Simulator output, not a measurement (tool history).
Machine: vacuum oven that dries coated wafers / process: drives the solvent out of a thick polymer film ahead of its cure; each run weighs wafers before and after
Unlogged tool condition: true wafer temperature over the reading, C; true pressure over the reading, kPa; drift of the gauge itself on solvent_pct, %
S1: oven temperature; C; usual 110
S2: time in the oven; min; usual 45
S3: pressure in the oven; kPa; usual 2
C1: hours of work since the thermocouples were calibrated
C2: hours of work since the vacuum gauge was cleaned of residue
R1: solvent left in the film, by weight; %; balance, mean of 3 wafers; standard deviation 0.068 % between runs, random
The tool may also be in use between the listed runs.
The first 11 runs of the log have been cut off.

{"run": 12, "hour": 99.5, "S1": 110, "S2": 45, "S3": 2, "C1": 556, "C2": 139, "R1": 4.96}
{"run": 13, "hour": 107.5, "S1": 110, "S2": 37, "S3": 2, "C1": 560, "C2": 143, "R1": 5.67}
{"run": 14, "hour": 113.0, "S1": 110, "S2": 37, "S3": 2, "C1": 563, "C2": 146, "R1": 5.79}
{"run": 15, "hour": 121.3, "S1": 110, "S2": 45, "S3": 2, "C1": 567, "C2": 150, "R1": 5.04}
{"run": 16, "hour": 131.0, "S1": 110, "S2": 45, "S3": 2, "C1": 573, "C2": 155, "R1": 4.97}
{"run": 17, "hour": 141.5, "S1": 110, "S2": 45, "S3": 2, "C1": 578, "C2": 161, "R1": 5}
{"run": 18, "hour": 150.3, "S1": 110, "S2": 52, "S3": 6.25, "C1": 583, "C2": 166, "R1": 9.9}
{"run": 19, "hour": 158.5, "S1": 98, "S2": 44, "S3": 3.49, "C1": 587, "C2": 170, "R1": 10.8}
{"run": 20, "hour": 169.3, "S1": 106, "S2": 44, "S3": 3.49, "C1": 593, "C2": 175, "R1": 8.09}
{"run": 21, "hour": 179.6, "S1": 123, "S2": 23, "S3": 1.98, "C1": 598, "C2": 181, "R1": 4.74}
{"run": 22, "hour": 187.8, "S1": 99, "S2": 26, "S3": 5.29, "C1": 602, "C2": 185, "R1": 14.68}
{"run": 23, "hour": 194.2, "S1": 102, "S2": 25, "S3": 1.61, "C1": 606, "C2": 189, "R1": 9.48}
{"run": 24, "hour": 204.8, "S1": 121, "S2": 25, "S3": 1.27, "C1": 611, "C2": 194, "R1": 4.31}
{"run": 25, "hour": 211.3, "S1": 95, "S2": 40, "S3": 1.27, "C1": 615, "C2": 198, "R1": 8.95}
{"run": 26, "hour": 218.8, "S1": 110, "S2": 45, "S3": 5.12, "C1": 619, "C2": 202, "R1": 8.92}
{"run": 27, "hour": 225.0, "S1": 110, "S2": 27, "S3": 1.7, "C1": 622, "C2": 205, "R1": 7.15}
{"run": 28, "hour": 236.5, "S1": 105, "S2": 43, "S3": 1.7, "C1": 628, "C2": 211, "R1": 6.1}
{"run": 29, "hour": 245.1, "S1": 124, "S2": 42, "S3": 4.08, "C1": 633, "C2": 215, "R1": 4.26}
{"run": 30, "hour": 250.2, "S1": 115, "S2": 42, "S3": 4.08, "C1": 635, "C2": 218, "R1": 6.31}
{"run": 31, "hour": 256.9, "S1": 123, "S2": 42, "S3": 1.69, "C1": 639, "C2": 222, "R1": 2.36}
{"run": 32, "hour": 267.5, "S1": 123, "S2": 30, "S3": 4.78, "C1": 644, "C2": 227, "R1": 5.98}
{"run": 33, "hour": 279.4, "S1": 123, "S2": 30, "S3": 4.78, "C1": 651, "C2": 233, "R1": 6.05}
{"run": 34, "hour": 285.0, "S1": 113, "S2": 80, "S3": 1.04, "C1": 653, "C2": 236, "R1": 1.72}

Branching from run 34: 3 alternative next runs. What would each branch give?
{"run": "A", "hour": 295.1, "S1": 118, "S2": 80, "S3": 1.04, "C1": 659, "C2": 242, "R1": "?"}
{"run": "B", "hour": 295.1, "S1": 113, "S2": 80, "S3": 5.81, "C1": 659, "C2": 242, "R1": "?"}
{"run": "C", "hour": 295.1, "S1": 103, "S2": 26, "S3": 2.2, "C1": 659, "C2": 242, "R1": "?"}

run=A R1=1.4
run=B R1=7.49
run=C R1=9.64
Had the tool no hidden state, the same runs would have come out as:
run=A R1=1.22
run=B R1=7.02
run=C R1=9.15

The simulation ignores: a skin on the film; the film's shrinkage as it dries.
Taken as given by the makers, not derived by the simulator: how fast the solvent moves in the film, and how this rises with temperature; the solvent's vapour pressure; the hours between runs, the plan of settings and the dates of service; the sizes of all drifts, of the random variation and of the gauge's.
